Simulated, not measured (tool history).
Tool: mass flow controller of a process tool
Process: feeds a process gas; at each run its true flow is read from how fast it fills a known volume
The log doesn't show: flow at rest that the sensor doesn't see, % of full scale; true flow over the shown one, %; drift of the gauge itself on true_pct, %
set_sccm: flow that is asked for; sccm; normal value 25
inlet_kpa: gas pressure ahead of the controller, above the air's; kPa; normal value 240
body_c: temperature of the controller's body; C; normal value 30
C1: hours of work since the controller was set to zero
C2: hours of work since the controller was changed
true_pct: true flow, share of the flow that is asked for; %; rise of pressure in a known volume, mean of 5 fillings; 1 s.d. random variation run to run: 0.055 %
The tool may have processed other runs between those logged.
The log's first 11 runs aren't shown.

run 12 day=171.754 | set_sccm=25 inlet_kpa=240 body_c=30 | C1=5573 C2=5573 | true_pct=97.87
run 13 day=188.083 | set_sccm=25 inlet_kpa=240 body_c=30 | C1=5697 C2=5697 | true_pct=97.80
run 14 day=197.746 | set_sccm=25 inlet_kpa=240 body_c=30 | C1=5770 C2=5770 | true_pct=97.81
run 15 day=211.571 | set_sccm=25 inlet_kpa=240 body_c=30 | C1=5875 C2=5875 | true_pct=97.57
run 16 day=233.183 | set_sccm=25 inlet_kpa=152 body_c=30 | C1=6039 C2=6039 | true_pct=97.14
run 17 day=254.000 | set_sccm=25 inlet_kpa=152 body_c=30 | C1=6197 C2=6197 | true_pct=96.94
-- day=273.312 controller exchanged for a calibrated one
run 18 day=276.033 | set_sccm=25 inlet_kpa=240 body_c=34 | C1=21 C2=21 | true_pct=97.25
run 19 day=298.262 | set_sccm=33 inlet_kpa=158 body_c=34 | C1=189 C2=189 | true_pct=97.31
run 20 day=318.292 | set_sccm=33 inlet_kpa=158 body_c=34 | C1=341 C2=341 | true_pct=97.19
run 21 day=334.133 | set_sccm=33 inlet_kpa=158 body_c=34 | C1=461 C2=461 | true_pct=97.08
run 22 day=344.542 | set_sccm=30 inlet_kpa=207 body_c=34 | C1=540 C2=540 | true_pct=96.94
-- day=349.129 gauge calibrated
run 23 day=361.629 | set_sccm=12 inlet_kpa=240 body_c=35 | C1=670 C2=670 | true_pct=98.47

Expected results for the next run?
run 24 day=381.621 | set_sccm=25 inlet_kpa=174 body_c=24 | C1=822 C2=822 | true_pct=?

true_pct: 98.30 %
The same run, on a tool lacking any hidden state, would have yielded true_pct 98.51 %.
